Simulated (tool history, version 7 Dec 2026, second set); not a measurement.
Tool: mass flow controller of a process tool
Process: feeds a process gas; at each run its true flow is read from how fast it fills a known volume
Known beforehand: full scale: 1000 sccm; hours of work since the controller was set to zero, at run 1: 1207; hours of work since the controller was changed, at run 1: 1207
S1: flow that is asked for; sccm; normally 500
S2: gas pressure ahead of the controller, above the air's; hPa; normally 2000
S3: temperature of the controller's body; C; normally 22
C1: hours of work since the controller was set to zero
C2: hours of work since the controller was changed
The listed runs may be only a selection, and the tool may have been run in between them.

Run 1, hour 0.0: usual settings; C1 1207; C2 1207. Result: true flow (%) 99.84.
Run 2, hour 56.8: usual settings; C1 1242; C2 1242. Result: true flow (%) 99.86.
Run 3, hour 109.0: usual settings; C1 1275; C2 1275. Result: true flow (%) 99.92.
Run 4, hour 220.7: usual settings but S3 32 C; C1 1344; C2 1344. Result: true flow (%) 98.82.
Run 5, hour 298.0: usual settings but S3 28 C; C1 1392; C2 1392. Result: true flow (%) 99.29.
Run 6, hour 402.7: usual settings but S2 1400 hPa, S3 28 C; C1 1457; C2 1457. Result: true flow (%) 99.56.
Run 7, hour 479.8: usual settings but S2 1400 hPa, S3 28 C; C1 1505; C2 1505. Result: true flow (%) 99.78.
Run 8, hour 592.1: usual settings but S2 1400 hPa, S3 28 C; C1 1575; C2 1575. Result: true flow (%) 99.79.
Run 9, hour 646.3: usual settings but S3 31 C; C1 1609; C2 1609. Result: true flow (%) 99.12.
Run 10, hour 760.6: usual settings but S3 31 C; C1 1680; C2 1680. Result: true flow (%) 99.25.
Run 11, hour 877.8: usual settings but S1 874 sccm; C1 1753; C2 1753. Result: true flow (%) 100.64.
Run 12, hour 971.4: usual settings but S1 874 sccm; C1 1811; C2 1811. Result: true flow (%) 100.70.
Run 13, hour 1039.7: usual settings but S1 391 sccm, S2 2710 hPa; C1 1854; C2 1854. Result: true flow (%) 100.03.
At hour 1082.2: gauge calibrated.
Run 14, hour 1131.9: usual settings but S2 2760 hPa, S3 20 C; C1 1911; C2 1911. Result: true flow (%) 99.68.
Run 15, hour 1243.1: usual settings but S2 1460 hPa, S3 39 C; C1 1980; C2 1980. Result: true flow (%) 98.25.
Run 16, hour 1346.9: usual settings but S2 1460 hPa, S3 39 C; C1 2045; C2 2045. Result: true flow (%) 98.34.
Run 17, hour 1416.5: usual settings but S1 812 sccm, S2 1910 hPa, S3 37 C; C1 2088; C2 2088. Result: true flow (%) 98.66.
Run 18, hour 1500.0: usual settings but S1 812 sccm, S2 1910 hPa, S3 37 C; C1 2140; C2 2140. Result: true flow (%) 98.71.
Run 19, hour 1594.9: usual settings but S1 812 sccm, S2 1910 hPa, S3 23 C; C1 2199; C2 2199. Result: true flow (%) 100.36.
Run 20, hour 1672.7: usual settings but S1 812 sccm, S2 1910 hPa, S3 23 C; C1 2248; C2 2248. Result: true flow (%) 100.29.
Run 21, hour 1766.4: usual settings but S1 812 sccm, S2 1910 hPa, S3 23 C; C1 2306; C2 2306. Result: true flow (%) 100.48.
Run 22, hour 1888.2: usual settings but S1 812 sccm, S2 1910 hPa, S3 23 C; C1 2382; C2 2382. Result: true flow (%) 100.42.
Run 23, hour 1939.1: usual settings but S1 824 sccm, S2 2090 hPa; C1 2413; C2 2413. Result: true flow (%) 100.60.

3 options for the next run, each taken on its own from the tool as it stands now. Forecast them:
Run A, hour 2035.1: usual settings but S1 824 sccm, S2 2090 hPa, S3 21 C; C1 2473; C2 2473. Result: true flow (%) ?.
Run B, hour 2035.1: usual settings but S1 824 sccm, S2 1840 hPa, S3 35 C; C1 2473; C2 2473. Result: true flow (%) ?.
Run C, hour 2035.1: usual settings but S1 129 sccm, S3 26 C; C1 2473; C2 2473. Result: true flow (%) ?.

run  true flow (%)
  A         100.71
  B          99.30
  C          99.57
The same runs, with their run-to-run variation unchanged, on a tool lacking any hidden condition would have given:
run  true flow (%)
  A         100.16
  B          98.77
  C          99.05
